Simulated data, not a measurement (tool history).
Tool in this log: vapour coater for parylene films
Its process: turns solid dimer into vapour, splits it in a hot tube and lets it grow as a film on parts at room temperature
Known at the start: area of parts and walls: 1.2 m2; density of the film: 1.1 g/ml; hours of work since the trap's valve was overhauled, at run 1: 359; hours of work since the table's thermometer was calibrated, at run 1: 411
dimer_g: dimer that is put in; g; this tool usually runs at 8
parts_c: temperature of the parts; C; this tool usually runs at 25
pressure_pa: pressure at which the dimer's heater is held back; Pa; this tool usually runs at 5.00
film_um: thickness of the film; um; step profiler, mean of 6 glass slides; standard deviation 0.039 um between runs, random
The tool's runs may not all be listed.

run   hour  dimer_g  parts_c  pressure_pa  hours of work since the trap's valve was overhauled  hours of work since the table's thermometer was calibrated  film_um
  1    0.0        8       25         5.00                                                  359                                                         411     4.03
  2   13.0        8       25         5.00                                                  370                                                         422     4.02
  3   23.7        8       25         5.00                                                  378                                                         431     4.01
  4   35.8        8       25         5.00                                                  389                                                         441     4.05
  5   49.5        8       25         5.00                                                  400                                                         452     4.06
  6   64.4        7       25         5.00                                                  413                                                         465     3.52
  7   74.9        7       25         5.00                                                  421                                                         474     3.41
  8   86.9        8       25         5.00                                                  431                                                         484     3.97
  9  100.8        8       25         5.00                                                  443                                                         495     3.98
 10  113.1        8       25         5.00                                                  453                                                         506     4.03
 11  129.9        5       25         5.00                                                  467                                                         520     2.47
     131.7  -- table's thermometer calibrated
 12  138.3        5       25         4.57                                                  474                                                           6     2.47
 13  150.2        8       25         2.69                                                  483                                                          15     4.52
 14  161.3        8       25         3.97                                                  493                                                          25     4.17
 15  173.2        7       25         5.00                                                  503                                                          35     3.46
 16  189.1        8       25         5.00                                                  516                                                          48     4.02
 17  202.8        8       25         5.00                                                  527                                                          59     3.94
 18  211.2        8       25         5.00                                                  534                                                          66     3.89
     218.1  -- table's thermometer calibrated, once more
 19  226.2        8       25         5.00                                                  546                                                           7     3.91
 20  242.0        8       18         5.00                                                  559                                                          20     4.66
 21  253.7        8       18         5.00                                                  569                                                          30     4.72
 22  268.1        9       25         2.65                                                  581                                                          42     4.89
 23  279.8        8       23         6.41                                                  591                                                          52     3.81
     290.0  -- trap's valve overhauled
 24  292.5       12       25         4.43                                                    2                                                          59     6.38
 25  307.2       12       25         4.43                                                   14                                                          71     6.48
 26  324.0       12       25         4.43                                                   28                                                          85     6.51
 27  340.0        8       25         5.00                                                   42                                                          99     4.21
 28  350.1       11       25         5.20                                                   50                                                         107     5.79
 29  365.7       11       25         5.20                                                   63                                                         120     5.61
 30  377.5       10       25         5.20                                                   73                                                         130     5.18
 31  391.3        3       19         3.20                                                   85                                                         141     2.02
 32  399.1        4       23         5.00                                                   91                                                         148     2.20
 33  408.8       13       32         5.00                                                   99                                                         156     5.77
 34  420.1       13       32         5.00                                                  109                                                         166     5.63
 35  430.5        4       19         5.00                                                  117                                                         174     2.41
 36  441.3        4       24         5.00                                                  127                                                         183     2.09
 37  456.9        4       24         5.00                                                  140                                                         196     2.07

Hidden state or all else? Some run-to-run changes of film_um, split into what the settings, what came in and random variation would give without the hidden state, and what is left for the hidden state (with any gauge scatter that isn't in both results):
Hidden state present: vapour lost through the trap's worn valve, %; true temperature of the parts over the reading, C; drift of the gauge itself on film_um, %.
Run 12 -> 13: dimer_g 5 -> 8, pressure_pa 4.57 -> 2.69. film_um +2.05 um: hidden state -0.12, all else +2.17.
Run 22 -> 23: dimer_g 9 -> 8, parts_c 25 -> 23, pressure_pa 2.65 -> 6.41. film_um -1.08 um: hidden state +0.10, all else -1.18.
Run 23 -> 24: dimer_g 8 -> 12, parts_c 23 -> 25, pressure_pa 6.41 -> 4.43, trap's valve overhauled. film_um +2.57 um: hidden state +0.32, all else +2.25.
Run 30 -> 31: dimer_g 10 -> 3, parts_c 25 -> 19, pressure_pa 5.20 -> 3.20. film_um -3.16 um: hidden state +0.03, all else -3.19.
Run 32 -> 33: dimer_g 4 -> 13, parts_c 23 -> 32. film_um +3.57 um: hidden state -0.05, all else +3.62.
Run 34 -> 35: dimer_g 13 -> 4, parts_c 32 -> 19. film_um -3.22 um: hidden state +0.05, all else -3.27.
